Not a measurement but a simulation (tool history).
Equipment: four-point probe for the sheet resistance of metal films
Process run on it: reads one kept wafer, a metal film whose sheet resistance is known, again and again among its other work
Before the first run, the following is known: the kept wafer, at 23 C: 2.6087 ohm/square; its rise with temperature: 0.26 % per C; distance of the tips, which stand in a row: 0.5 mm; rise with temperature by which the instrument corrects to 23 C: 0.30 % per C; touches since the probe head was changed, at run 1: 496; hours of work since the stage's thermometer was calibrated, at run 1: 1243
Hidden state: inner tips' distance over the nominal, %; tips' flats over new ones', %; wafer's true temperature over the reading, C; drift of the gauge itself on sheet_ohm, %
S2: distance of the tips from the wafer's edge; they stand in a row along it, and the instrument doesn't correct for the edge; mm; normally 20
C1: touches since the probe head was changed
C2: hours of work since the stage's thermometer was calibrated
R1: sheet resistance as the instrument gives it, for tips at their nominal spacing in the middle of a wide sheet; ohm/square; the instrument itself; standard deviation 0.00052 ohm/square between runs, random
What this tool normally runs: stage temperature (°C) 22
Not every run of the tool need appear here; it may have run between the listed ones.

run 1 hour=0 | stage_temperature_(°C)=22 S2=20 | C1=496 C2=1243 | R1=2.610902
run 2 hour=44.8 | stage_temperature_(°C)=22 S2=20 | C1=1937 C2=1268 | R1=2.610924
run 3 hour=87.6 | stage_temperature_(°C)=22 S2=20 | C1=3314 C2=1291 | R1=2.610365
run 4 hour=109.7 | stage_temperature_(°C)=22 S2=20 | C1=4027 C2=1303 | R1=2.611013
run 5 hour=140.2 | stage_temperature_(°C)=22 S2=20 | C1=5009 C2=1319 | R1=2.610552
run 6 hour=180.4 | stage_temperature_(°C)=22 S2=20 | C1=6302 C2=1341 | R1=2.610116
run 7 hour=215 | stage_temperature_(°C)=22 S2=20 | C1=7414 C2=1360 | R1=2.609863
run 8 hour=249 | stage_temperature_(°C)=22 S2=20 | C1=8510 C2=1378 | R1=2.610691
run 9 hour=273.6 | stage_temperature_(°C)=26 S2=20 | C1=9301 C2=1392 | R1=2.605737
run 10 hour=313.6 | stage_temperature_(°C)=22 S2=20 | C1=10587 C2=1413 | R1=2.610507
run 11 hour=338.6 | stage_temperature_(°C)=19 S2=20 | C1=11393 C2=1427 | R1=2.613893
run 12 hour=365.7 | stage_temperature_(°C)=19 S2=20 | C1=12266 C2=1442 | R1=2.614076
run 13 hour=394.6 | stage_temperature_(°C)=19 S2=20 | C1=13195 C2=1457 | R1=2.613498
run 14 hour=420.2 | stage_temperature_(°C)=19 S2=20 | C1=14018 C2=1471 | R1=2.613808
run 15 hour=463 | stage_temperature_(°C)=22 S2=20 | C1=15395 C2=1494 | R1=2.611479
run 16 hour=503.5 | stage_temperature_(°C)=22 S2=20 | C1=16699 C2=1516 | R1=2.611041
run 17 hour=532.7 | stage_temperature_(°C)=22 S2=20 | C1=17638 C2=1532 | R1=2.611148
run 18 hour=553.1 | stage_temperature_(°C)=22 S2=20 | C1=18295 C2=1543 | R1=2.610789
run 19 hour=575.7 | stage_temperature_(°C)=22 S2=20 | C1=19020 C2=1555 | R1=2.611502
run 20 hour=618 | stage_temperature_(°C)=26 S2=20 | C1=20384 C2=1578 | R1=2.605446
run 21 hour=640.4 | stage_temperature_(°C)=22 S2=43 | C1=21104 C2=1590 | R1=2.610457
run 22 hour=669 | stage_temperature_(°C)=22 S2=43 | C1=22024 C2=1606 | R1=2.609633
run 23 hour=688.9 | stage_temperature_(°C)=31 S2=47 | C1=22665 C2=1617 | R1=2.601103
run 24 hour=710 | stage_temperature_(°C)=22 S2=73 | C1=23343 C2=1628 | R1=2.611001
run 25 hour=737.2 | stage_temperature_(°C)=20 S2=20 | C1=24219 C2=1643 | R1=2.611553
run 26 hour=766.9 | stage_temperature_(°C)=20 S2=20 | C1=25173 C2=1659 | R1=2.61243
run 27 hour=794.9 | stage_temperature_(°C)=20 S2=20 | C1=26077 C2=1674 | R1=2.612398
run 28 hour=830.3 | stage_temperature_(°C)=22 S2=20 | C1=27215 C2=1693 | R1=2.611241
run 29 hour=862.7 | stage_temperature_(°C)=28 S2=20 | C1=28257 C2=1711 | R1=2.603954
run 30 hour=883 | stage_temperature_(°C)=30 S2=30 | C1=28912 C2=1722 | R1=2.602022
run 31 hour=920.8 | stage_temperature_(°C)=26 S2=64 | C1=30128 C2=1742 | R1=2.60527
run 32 hour=959.6 | stage_temperature_(°C)=26 S2=64 | C1=31374 C2=1763 | R1=2.605749
-- hour=975.5 stage's thermometer calibrated
run 33 hour=987.9 | stage_temperature_(°C)=25 S2=31 | C1=32269 C2=7 | R1=2.606359
run 34 hour=1012.8 | stage_temperature_(°C)=25 S2=31 | C1=33072 C2=20 | R1=2.607269
run 35 hour=1044.2 | stage_temperature_(°C)=25 S2=31 | C1=34080 C2=37 | R1=2.606684
run 36 hour=1084.5 | stage_temperature_(°C)=21 S2=9 | C1=35377 C2=59 | R1=2.615302
run 37 hour=1113.6 | stage_temperature_(°C)=20 S2=43 | C1=36315 C2=75 | R1=2.613124
run 38 hour=1157.8 | stage_temperature_(°C)=20 S2=43 | C1=37737 C2=99 | R1=2.61218
run 39 hour=1194 | stage_temperature_(°C)=30 S2=56 | C1=38902 C2=118 | R1=2.601779
run 40 hour=1237.9 | stage_temperature_(°C)=30 S2=39 | C1=40315 C2=142 | R1=2.602656
run 41 hour=1258.8 | stage_temperature_(°C)=30 S2=39 | C1=40987 C2=153 | R1=2.600914
run 42 hour=1278.6 | stage_temperature_(°C)=23 S2=39 | C1=41623 C2=164 | R1=2.609276
run 43 hour=1319.4 | stage_temperature_(°C)=23 S2=39 | C1=42938 C2=186 | R1=2.608934
run 44 hour=1341.6 | stage_temperature_(°C)=25 S2=4 | C1=43653 C2=198 | R1=2.62776

Across each entry between runs, compare the hidden state at the last listed run before it with the hidden state at the first listed run after it:
Logged between run 32 and run 33: stage's thermometer calibrated (hour 975.5)
  wafer's true temperature over the reading, C: -0.01 -> 0

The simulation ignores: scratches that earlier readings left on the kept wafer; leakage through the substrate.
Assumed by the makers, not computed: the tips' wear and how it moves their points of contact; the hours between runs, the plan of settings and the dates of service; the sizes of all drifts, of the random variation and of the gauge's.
